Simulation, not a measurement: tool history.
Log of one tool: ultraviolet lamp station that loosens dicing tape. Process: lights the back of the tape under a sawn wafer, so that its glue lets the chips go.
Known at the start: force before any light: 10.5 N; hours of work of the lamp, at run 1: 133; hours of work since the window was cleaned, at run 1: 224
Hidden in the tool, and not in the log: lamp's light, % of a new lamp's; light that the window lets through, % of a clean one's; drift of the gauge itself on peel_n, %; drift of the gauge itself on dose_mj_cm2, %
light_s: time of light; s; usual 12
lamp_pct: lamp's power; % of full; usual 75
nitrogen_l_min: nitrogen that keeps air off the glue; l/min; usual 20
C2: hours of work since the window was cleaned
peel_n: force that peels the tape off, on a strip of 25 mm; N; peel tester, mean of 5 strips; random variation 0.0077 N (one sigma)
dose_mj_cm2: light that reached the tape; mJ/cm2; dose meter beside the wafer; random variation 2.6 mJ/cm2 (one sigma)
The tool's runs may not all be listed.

run 1 hour=0 | light_s=12 lamp_pct=75 nitrogen_l_min=20 | hours_of_work_of_the_lamp=133 C2=224 | peel_n=0.341 dose_mj_cm2=318
run 2 hour=44.5 | light_s=8 lamp_pct=75 nitrogen_l_min=20 | hours_of_work_of_the_lamp=163 C2=254 | peel_n=0.867 dose_mj_cm2=209
run 3 hour=69.7 | light_s=7 lamp_pct=75 nitrogen_l_min=20 | hours_of_work_of_the_lamp=180 C2=271 | peel_n=1.14 dose_mj_cm2=180
run 4 hour=116.4 | light_s=7 lamp_pct=75 nitrogen_l_min=20 | hours_of_work_of_the_lamp=212 C2=303 | peel_n=1.177 dose_mj_cm2=184
run 5 hour=142.1 | light_s=7 lamp_pct=75 nitrogen_l_min=20 | hours_of_work_of_the_lamp=229 C2=320 | peel_n=1.199 dose_mj_cm2=177
run 6 hour=164 | light_s=7 lamp_pct=75 nitrogen_l_min=20 | hours_of_work_of_the_lamp=244 C2=335 | peel_n=1.207 dose_mj_cm2=178
run 7 hour=212.6 | light_s=12 lamp_pct=75 nitrogen_l_min=13 | hours_of_work_of_the_lamp=277 C2=368 | peel_n=0.493 dose_mj_cm2=302
run 8 hour=248.2 | light_s=12 lamp_pct=75 nitrogen_l_min=13 | hours_of_work_of_the_lamp=301 C2=392 | peel_n=0.502 dose_mj_cm2=298
run 9 hour=279.3 | light_s=12 lamp_pct=75 nitrogen_l_min=13 | hours_of_work_of_the_lamp=322 C2=413 | peel_n=0.514 dose_mj_cm2=294
run 10 hour=314.7 | light_s=12 lamp_pct=75 nitrogen_l_min=13 | hours_of_work_of_the_lamp=345 C2=437 | peel_n=0.541 dose_mj_cm2=295
run 11 hour=344.4 | light_s=12 lamp_pct=75 nitrogen_l_min=20 | hours_of_work_of_the_lamp=366 C2=457 | peel_n=0.405 dose_mj_cm2=292
run 12 hour=388.2 | light_s=12 lamp_pct=75 nitrogen_l_min=20 | hours_of_work_of_the_lamp=395 C2=486 | peel_n=0.412 dose_mj_cm2=291
run 13 hour=423.4 | light_s=12 lamp_pct=75 nitrogen_l_min=20 | hours_of_work_of_the_lamp=419 C2=510 | peel_n=0.428 dose_mj_cm2=288
run 14 hour=461 | light_s=12 lamp_pct=75 nitrogen_l_min=20 | hours_of_work_of_the_lamp=444 C2=535 | peel_n=0.415 dose_mj_cm2=281
-- hour=471.7 window cleaned of glue's vapour
run 15 hour=496.6 | light_s=12 lamp_pct=75 nitrogen_l_min=20 | hours_of_work_of_the_lamp=468 C2=17 | peel_n=0.337 dose_mj_cm2=320
run 16 hour=532.2 | light_s=12 lamp_pct=75 nitrogen_l_min=20 | hours_of_work_of_the_lamp=492 C2=41 | peel_n=0.345 dose_mj_cm2=311
run 17 hour=559.7 | light_s=12 lamp_pct=75 nitrogen_l_min=20 | hours_of_work_of_the_lamp=511 C2=59 | peel_n=0.369 dose_mj_cm2=311
run 18 hour=591.2 | light_s=12 lamp_pct=75 nitrogen_l_min=20 | hours_of_work_of_the_lamp=532 C2=81 | peel_n=0.355 dose_mj_cm2=310
run 19 hour=639 | light_s=12 lamp_pct=73 nitrogen_l_min=20 | hours_of_work_of_the_lamp=564 C2=113 | peel_n=0.401 dose_mj_cm2=296
run 20 hour=689.2 | light_s=12 lamp_pct=73 nitrogen_l_min=23 | hours_of_work_of_the_lamp=598 C2=147 | peel_n=0.379 dose_mj_cm2=293
run 21 hour=732.1 | light_s=12 lamp_pct=73 nitrogen_l_min=23 | hours_of_work_of_the_lamp=627 C2=176 | peel_n=0.396 dose_mj_cm2=292
run 22 hour=757.7 | light_s=12 lamp_pct=73 nitrogen_l_min=23 | hours_of_work_of_the_lamp=644 C2=193 | peel_n=0.386 dose_mj_cm2=285
run 23 hour=793.4 | light_s=12 lamp_pct=78 nitrogen_l_min=20 | hours_of_work_of_the_lamp=668 C2=217 | peel_n=0.349 dose_mj_cm2=301
run 24 hour=830.3 | light_s=17 lamp_pct=82 nitrogen_l_min=20 | hours_of_work_of_the_lamp=693 C2=242 | peel_n=0.193 dose_mj_cm2=452
run 25 hour=870.3 | light_s=12 lamp_pct=75 nitrogen_l_min=6 | hours_of_work_of_the_lamp=720 C2=269 | peel_n=0.925 dose_mj_cm2=286
run 26 hour=914.1 | light_s=12 lamp_pct=75 nitrogen_l_min=6 | hours_of_work_of_the_lamp=750 C2=299 | peel_n=0.963 dose_mj_cm2=286
run 27 hour=936.2 | light_s=8 lamp_pct=72 nitrogen_l_min=21 | hours_of_work_of_the_lamp=765 C2=314 | peel_n=1.127 dose_mj_cm2=180
run 28 hour=963 | light_s=8 lamp_pct=72 nitrogen_l_min=21 | hours_of_work_of_the_lamp=783 C2=332 | peel_n=1.169 dose_mj_cm2=176
run 29 hour=1003.6 | light_s=8 lamp_pct=72 nitrogen_l_min=21 | hours_of_work_of_the_lamp=810 C2=359 | peel_n=1.18 dose_mj_cm2=176
run 30 hour=1043.3 | light_s=12 lamp_pct=64 nitrogen_l_min=20 | hours_of_work_of_the_lamp=837 C2=386 | peel_n=0.684 dose_mj_cm2=237
run 31 hour=1071.4 | light_s=20 lamp_pct=74 nitrogen_l_min=32 | hours_of_work_of_the_lamp=856 C2=405 | peel_n=0.173 dose_mj_cm2=449
run 32 hour=1093.4 | light_s=20 lamp_pct=74 nitrogen_l_min=32 | hours_of_work_of_the_lamp=871 C2=420 | peel_n=0.177 dose_mj_cm2=444
run 33 hour=1131.6 | light_s=12 lamp_pct=74 nitrogen_l_min=20 | hours_of_work_of_the_lamp=897 C2=446 | peel_n=0.478 dose_mj_cm2=268
run 34 hour=1165.6 | light_s=13 lamp_pct=67 nitrogen_l_min=8 | hours_of_work_of_the_lamp=920 C2=469 | peel_n=1.011 dose_mj_cm2=260
run 35 hour=1196 | light_s=13 lamp_pct=67 nitrogen_l_min=8 | hours_of_work_of_the_lamp=940 C2=489 | peel_n=0.994 dose_mj_cm2=257
run 36 hour=1240.7 | light_s=19 lamp_pct=80 nitrogen_l_min=37 | hours_of_work_of_the_lamp=971 C2=520 | peel_n=0.174 dose_mj_cm2=442
run 37 hour=1268.4 | light_s=8 lamp_pct=70 nitrogen_l_min=13 | hours_of_work_of_the_lamp=989 C2=538 | peel_n=1.864 dose_mj_cm2=164
-- hour=1275.8 window cleaned of glue's vapour
run 38 hour=1308.7 | light_s=8 lamp_pct=70 nitrogen_l_min=13 | hours_of_work_of_the_lamp=1016 C2=22 | peel_n=1.487 dose_mj_cm2=179
run 39 hour=1347.9 | light_s=8 lamp_pct=98 nitrogen_l_min=11 | hours_of_work_of_the_lamp=1043 C2=49 | peel_n=0.879 dose_mj_cm2=252
run 40 hour=1389.2 | light_s=8 lamp_pct=98 nitrogen_l_min=11 | hours_of_work_of_the_lamp=1071 C2=77 | peel_n=0.868 dose_mj_cm2=245
run 41 hour=1434.2 | light_s=18 lamp_pct=70 nitrogen_l_min=7 | hours_of_work_of_the_lamp=1101 C2=107 | peel_n=0.435 dose_mj_cm2=390
run 42 hour=1476.8 | light_s=18 lamp_pct=70 nitrogen_l_min=7 | hours_of_work_of_the_lamp=1130 C2=136 | peel_n=0.457 dose_mj_cm2=386
run 43 hour=1499.8 | light_s=18 lamp_pct=88 nitrogen_l_min=18 | hours_of_work_of_the_lamp=1145 C2=151 | peel_n=0.188 dose_mj_cm2=487
run 44 hour=1537.5 | light_s=7 lamp_pct=91 nitrogen_l_min=26 | hours_of_work_of_the_lamp=1171 C2=177 | peel_n=0.885 dose_mj_cm2=190

Forecast each of these 3 alternatives for the next run:
run A hour=1571.7 | light_s=20 lamp_pct=69 nitrogen_l_min=11 | hours_of_work_of_the_lamp=1194 C2=200 | peel_n=? dose_mj_cm2=?
run B hour=1571.7 | light_s=12 lamp_pct=75 nitrogen_l_min=24 | hours_of_work_of_the_lamp=1194 C2=200 | peel_n=? dose_mj_cm2=?
run C hour=1571.7 | light_s=12 lamp_pct=92 nitrogen_l_min=14 | hours_of_work_of_the_lamp=1194 C2=200 | peel_n=? dose_mj_cm2=?

run=A peel_n=0.292 dose_mj_cm2=415
run=B peel_n=0.428 dose_mj_cm2=270
run=C peel_n=0.384 dose_mj_cm2=335
Without the tool's hidden state the same runs would have given:
run=A peel_n=0.211 dose_mj_cm2=524
run=B peel_n=0.266 dose_mj_cm2=341
run=C peel_n=0.244 dose_mj_cm2=422
